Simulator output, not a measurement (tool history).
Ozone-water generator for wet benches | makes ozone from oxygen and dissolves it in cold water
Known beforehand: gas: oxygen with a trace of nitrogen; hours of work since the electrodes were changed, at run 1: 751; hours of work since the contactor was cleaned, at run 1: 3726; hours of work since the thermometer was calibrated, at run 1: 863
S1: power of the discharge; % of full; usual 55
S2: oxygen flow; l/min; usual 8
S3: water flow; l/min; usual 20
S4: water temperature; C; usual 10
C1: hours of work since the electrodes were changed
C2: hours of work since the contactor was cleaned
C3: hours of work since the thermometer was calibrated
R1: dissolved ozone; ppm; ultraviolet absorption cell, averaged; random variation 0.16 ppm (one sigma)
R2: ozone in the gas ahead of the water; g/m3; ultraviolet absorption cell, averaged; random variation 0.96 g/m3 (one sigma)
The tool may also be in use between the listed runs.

run	hour	S1	S2	S3	S4	C1	C2	C3	R1	R2
1	0	55	8	20	10	751	3726	863	18.4	162.1
2	61.7	55	8	18	10	794	3768	905	20.4	159.9
3	132.8	55	8	20	10	843	3817	954	18.3	159.7
4	183.5	55	8	20	10	878	3852	989	18.4	159.7
5	220.3	55	8	20	10	903	3877	1014	18.7	158.3
6	291.4	55	8	20	10	952	3926	1063	18.2	159.4
7	325.7	55	8	20	5	975	3950	1086	19.8	158.8
8	358.8	55	8	20	5	998	3973	1109	19.9	159.9
9	409.3	55	4.73	20	5	1033	4007	1144	16.9	189.4
10	447.1	55	4.73	20	5	1059	4033	1170	16.6	188.7
11	491	55	4.73	20	5	1089	4063	1200	16.9	190.7
12	535.1	55	4.73	20	5	1119	4094	1230	16.8	188.8
13	601.1	55	8	16	10	1165	4139	1276	22.3	159
14	649.7	55	8	20	10	1198	4173	1309	18.3	157.8
15	709.1	55	9.57	20	10	1239	4213	1350	18.5	150.7
16	741.3	55	9.57	20	10	1261	4236	1372	18.7	149.2
17	784.4	52	8	20	10	1291	4265	1402	17.5	152.3
18	833.1	87	8	20	10	1324	4299	1435	24.3	213.8
19	896.5	43	11.34	26	7	1368	4342	1479	13.4	119.2
20	952.1	55	4.59	20	12	1406	4380	1517	15.2	190.5
21	985.6	55	4.59	20	12	1429	4403	1540	15.1	190.2
22	1028.1	55	4.59	30	12	1458	4433	1569	9.4	188
23	1064.2	55	4.59	30	12	1483	4457	1594	9.3	188
# hour 1098.7: contactor cleaned
24	1116.9	55	5.11	20	13	1516	12	1627	16.6	184.6
25	1149.2	61	5.11	20	13	1539	35	1650	17.7	194
26	1188.7	61	6.68	14	13	1566	62	1677	26	180.6
27	1220.3	61	6.68	14	13	1587	84	1699	25.8	179.7
28	1277.2	61	6.68	14	8	1627	123	1738	28.1	181.6
29	1319.7	61	6.68	14	8	1656	152	1767	28	179.7
30	1382.8	75	11.87	20	10	1699	195	1810	24.4	171
31	1438.9	56	11.87	20	5	1738	234	1849	22.2	140.6

5 options for the next run, each taken on its own from the tool as it stands now. Forecast them:
A	1494.3	60	8	25	12	1776	272	1887	?	?
B	1494.3	86	11.87	12	6	1776	272	1887	?	?
C	1494.3	55	6.17	27	8	1776	272	1887	?	?
D	1494.3	82	11.87	20	5	1776	272	1887	?	?
E	1494.3	57	8	26	11	1776	272	1887	?	?

run	R1	R2
A	15.6	164.8
B	42.3	184.9
C	13.3	170.9
D	28.4	179.9
E	14.9	160.7
Without the tool's unlogged condition, the same runs would have read:
run	R1	R2
A	16.5	172
B	45.1	195.2
C	14	177.8
D	30.3	189.6
E	15.7	167.4

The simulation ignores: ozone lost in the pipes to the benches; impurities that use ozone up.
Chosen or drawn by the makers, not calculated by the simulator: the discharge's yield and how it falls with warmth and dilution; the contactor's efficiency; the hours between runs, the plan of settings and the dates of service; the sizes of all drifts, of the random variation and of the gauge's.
